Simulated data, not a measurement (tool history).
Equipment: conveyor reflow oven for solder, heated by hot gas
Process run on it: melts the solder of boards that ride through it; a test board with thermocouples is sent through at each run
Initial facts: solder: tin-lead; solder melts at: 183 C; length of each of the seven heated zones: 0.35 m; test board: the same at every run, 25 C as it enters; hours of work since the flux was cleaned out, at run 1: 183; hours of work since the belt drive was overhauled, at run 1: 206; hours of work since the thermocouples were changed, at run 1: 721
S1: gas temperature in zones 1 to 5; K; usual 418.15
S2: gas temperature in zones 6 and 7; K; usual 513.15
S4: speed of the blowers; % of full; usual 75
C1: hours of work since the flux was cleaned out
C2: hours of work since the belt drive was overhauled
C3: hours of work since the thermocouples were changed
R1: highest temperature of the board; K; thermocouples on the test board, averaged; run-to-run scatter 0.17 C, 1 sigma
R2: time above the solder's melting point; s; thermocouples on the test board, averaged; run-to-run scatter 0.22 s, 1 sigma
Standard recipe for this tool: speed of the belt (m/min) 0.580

Run 1, hour 0.0: usual settings; C1 183; C2 206; C3 721. Result: R1 491.05 K, R2 56.2 s.
Run 2, hour 15.3: usual settings but S2 521.15 K; C1 189; C2 213; C3 727. Result: R1 497.85 K, R2 60.6 s.
Run 3, hour 24.8: usual settings but S2 521.15 K; C1 193; C2 217; C3 731. Result: R1 497.35 K, R2 60.7 s.
Run 4, hour 39.1: usual settings but S2 521.15 K; C1 199; C2 223; C3 737. Result: R1 497.95 K, R2 60.7 s.
Run 5, hour 47.0: usual settings; C1 202; C2 226; C3 741. Result: R1 491.05 K, R2 56.0 s.
Run 6, hour 59.4: usual settings; C1 207; C2 231; C3 746. Result: R1 491.45 K, R2 56.1 s.
Run 7, hour 75.0: usual settings; C1 214; C2 238; C3 752. Result: R1 491.55 K, R2 56.0 s.
Run 8, hour 91.1: usual settings; C1 221; C2 244; C3 759. Result: R1 490.95 K, R2 56.5 s.
At hour 105.0: flux residue cleaned out of gas plates and filters.
Run 9, hour 114.7: usual settings; C1 4; C2 252; C3 767. Result: R1 491.25 K, R2 56.1 s.
Run 10, hour 124.8: usual settings; C1 8; C2 256; C3 771. Result: R1 490.95 K, R2 56.4 s.
Run 11, hour 134.3: usual settings; C1 12; C2 260; C3 775. Result: R1 491.05 K, R2 56.1 s.
Run 12, hour 153.5: usual settings but S4 52 % of full; C1 20; C2 268; C3 783. Result: R1 485.35 K, R2 50.3 s.
Run 13, hour 166.9: usual settings; C1 26; C2 274; C3 789. Result: R1 491.35 K, R2 56.1 s.
Run 14, hour 186.3: usual settings but S2 511.15 K; C1 34; C2 282; C3 797. Result: R1 489.65 K, R2 55.3 s.
Run 15, hour 201.8: usual settings but S2 505.15 K; C1 40; C2 289; C3 803. Result: R1 484.75 K, R2 51.1 s.
Run 16, hour 220.0: usual settings but S2 512.15 K; C1 48; C2 296; C3 811. Result: R1 490.45 K, R2 55.8 s.
Run 17, hour 236.4: usual settings but S1 421.15 K, S2 512.15 K; C1 55; C2 303; C3 817. Result: R1 490.95 K, R2 57.3 s.
Run 18, hour 255.4: usual settings but S1 431.15 K, S2 503.15 K; C1 63; C2 311; C3 825. Result: R1 486.15 K, R2 58.3 s.
Run 19, hour 271.2: usual settings but S1 431.15 K, S2 503.15 K; C1 69; C2 317; C3 832. Result: R1 486.45 K, R2 57.8 s.
Run 20, hour 279.7: usual settings but S1 431.15 K, S2 503.15 K; C1 73; C2 321; C3 836. Result: R1 486.05 K, R2 58.1 s.
Run 21, hour 290.2: usual settings but S1 405.15 K, S2 515.15 K, S4 71 % of full; C1 77; C2 325; C3 840. Result: R1 488.85 K, R2 50.1 s.
Run 22, hour 308.6: usual settings but S1 405.15 K, S2 515.15 K, S4 71 % of full; C1 85; C2 333; C3 848. Result: R1 488.75 K, R2 49.7 s.
Run 23, hour 321.4: usual settings but S1 429.15 K, S2 521.15 K, speed of the belt (m/min) 0.530; C1 90; C2 338; C3 853. Result: R1 503.05 K, R2 74.4 s.
Run 24, hour 332.3: usual settings but S2 512.15 K, S4 67 % of full; C1 95; C2 343; C3 857. Result: R1 488.75 K, R2 53.9 s.
Run 25, hour 340.6: usual settings but S1 417.15 K, speed of the belt (m/min) 0.490, S4 65 % of full; C1 98; C2 346; C3 861. Result: R1 494.75 K, R2 69.9 s.
Run 26, hour 352.8: usual settings but S1 404.15 K, S2 526.15 K, speed of the belt (m/min) 0.504, S4 84 % of full; C1 103; C2 351; C3 866. Result: R1 506.35 K, R2 70.9 s.
Run 27, hour 362.0: usual settings but S1 404.15 K, S2 518.15 K, speed of the belt (m/min) 0.678, S4 84 % of full; C1 107; C2 355; C3 870. Result: R1 487.55 K, R2 40.6 s.
Run 28, hour 376.6: usual settings but S1 404.15 K, S2 518.15 K, speed of the belt (m/min) 0.590, S4 84 % of full; C1 113; C2 361; C3 876. Result: R1 493.55 K, R2 52.2 s.
Run 29, hour 393.7: usual settings but S1 424.15 K, speed of the belt (m/min) 0.594, S4 80 % of full; C1 120; C2 369; C3 883. Result: R1 492.55 K, R2 58.2 s.
Run 30, hour 412.3: usual settings but S1 411.15 K, speed of the belt (m/min) 0.594, S4 80 % of full; C1 128; C2 376; C3 891. Result: R1 489.95 K, R2 51.4 s.
Run 31, hour 425.3: usual settings but S1 411.15 K, speed of the belt (m/min) 0.594, S4 80 % of full; C1 134; C2 382; C3 896. Result: R1 489.85 K, R2 51.1 s.
Run 32, hour 434.7: usual settings but S1 411.15 K, speed of the belt (m/min) 0.594, S4 80 % of full; C1 137; C2 386; C3 900. Result: R1 489.45 K, R2 51.3 s.

3 ways to go on from here, each from the tool as it stands after run 32. What would each give?
Run A, hour 443.9: usual settings but S1 411.15 K, S2 525.15 K, speed of the belt (m/min) 0.606, S4 63 % of full; C1 141; C2 389; C3 904. Result: R1 ?, R2 ?.
Run B, hour 443.9: usual settings but speed of the belt (m/min) 0.655, S4 53 % of full; C1 141; C2 389; C3 904. Result: R1 ?, R2 ?.
Run C, hour 443.9: usual settings but S1 410.15 K; C1 141; C2 389; C3 904. Result: R1 ?, R2 ?.

run      R1    R2
  A  493.95  52.9
  B  480.05  39.2
  C  489.55  51.9
With the hidden condition removed and each run's random variation left untouched, the same runs would have given:
run      R1    R2
  A  493.95  52.8
  B  480.05  39.2
  C  489.55  51.8
